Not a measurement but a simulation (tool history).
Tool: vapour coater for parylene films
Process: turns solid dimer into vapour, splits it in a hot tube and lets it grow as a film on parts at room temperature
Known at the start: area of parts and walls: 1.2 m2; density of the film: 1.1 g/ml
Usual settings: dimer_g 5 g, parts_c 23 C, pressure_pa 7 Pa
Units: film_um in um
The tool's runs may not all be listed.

run,day,dimer_g,parts_c,pressure_pa,film_um
1,0,5,23,7,2.4
2,0.575,5,23,7,2.39
3,1.058,5,23,7,2.41
4,1.65,5,23,7,2.33
5,2.125,5,23,6.15,2.39
6,2.617,5,23,6.15,2.39
7,3.296,3,23,7,1.44
8,3.65,3,23,7,1.44
9,4.183,5,20,7,2.56
10,4.642,5,20,7,2.55
11,5.108,5,20,7,2.54
12,5.758,5,23,7,2.37
13,6.146,5,23,7,2.36
14,6.729,5,23,7,2.3
15,7.317,5,23,2.29,2.63
16,7.883,5,23,2.29,2.56
17,8.292,5,23,2.29,2.58
18,8.871,5,23,2.29,2.59
19,9.404,5,23,7,2.36
20,10.004,5,23,7,2.31
21,10.467,5,29,7,1.99
22,10.875,5,29,7,2.01
23,11.388,5,29,7,1.98
24,11.854,5,23,7,2.34
25,12.442,5,23,7,2.26
26,13.033,3,23,3.21,1.45
# day 13.233: trap's valve overhauled
27,13.712,3,23,3.21,1.41
28,14.292,4,20,3.21,2.07
29,14.942,3,21,6.98,1.43
# day 15.629: trap's valve overhauled, once more
30,15.7,3,21,6.98,1.56
31,16.196,3,21,6.98,1.55
32,16.492,5,23,2.96,2.63
33,17,4,33,2.06,1.75
34,17.529,4,33,2.06,1.73
35,18.221,3,32,2.72,1.26
36,18.858,3,32,2.72,1.25
37,19.329,2,31,2.58,0.85
38,19.754,4,17,6.07,2.29
39,20.146,2,31,6.07,0.8
40,20.504,5,27,2.73,2.37
41,20.812,4,31,7,1.55
42,21.496,4,31,7,1.58
43,21.817,4,21,7,2.02
44,22.425,4,33,7,1.53
45,23.067,9,18,6.55,4.84
46,23.667,5,23,2.54,2.67
47,24.283,5,24,2.25,2.54

Some steps in film_um between neighbouring runs. How much of each would the tool show without its hidden state too (settings, what came in, random variation), and how much is left for the hidden state, with any gauge scatter that isn't in both results?
The hidden state here: vapour lost through the trap's worn valve, %; true temperature of the parts over the reading, C; drift of the gauge itself on film_um, %.
Run 27 -> 28: dimer_g 3 -> 4, parts_c 23 -> 20. film_um +0.66 um: hidden state -0.07, all else +0.73.
Run 29 -> 30: trap's valve overhauled, once more. film_um +0.13 um: hidden state +0.16, all else -0.03.
Run 39 -> 40: dimer_g 2 -> 5, parts_c 31 -> 27, pressure_pa 6.07 -> 2.73. film_um +1.57 um: hidden state -0.04, all else +1.61.
Run 44 -> 45: dimer_g 4 -> 9, parts_c 33 -> 18, pressure_pa 7 -> 6.55. film_um +3.31 um: hidden state -0.11, all else +3.42.
Run 45 -> 46: dimer_g 9 -> 5, parts_c 18 -> 23, pressure_pa 6.55 -> 2.54. film_um -2.17 um: hidden state +0.07, all else -2.24.

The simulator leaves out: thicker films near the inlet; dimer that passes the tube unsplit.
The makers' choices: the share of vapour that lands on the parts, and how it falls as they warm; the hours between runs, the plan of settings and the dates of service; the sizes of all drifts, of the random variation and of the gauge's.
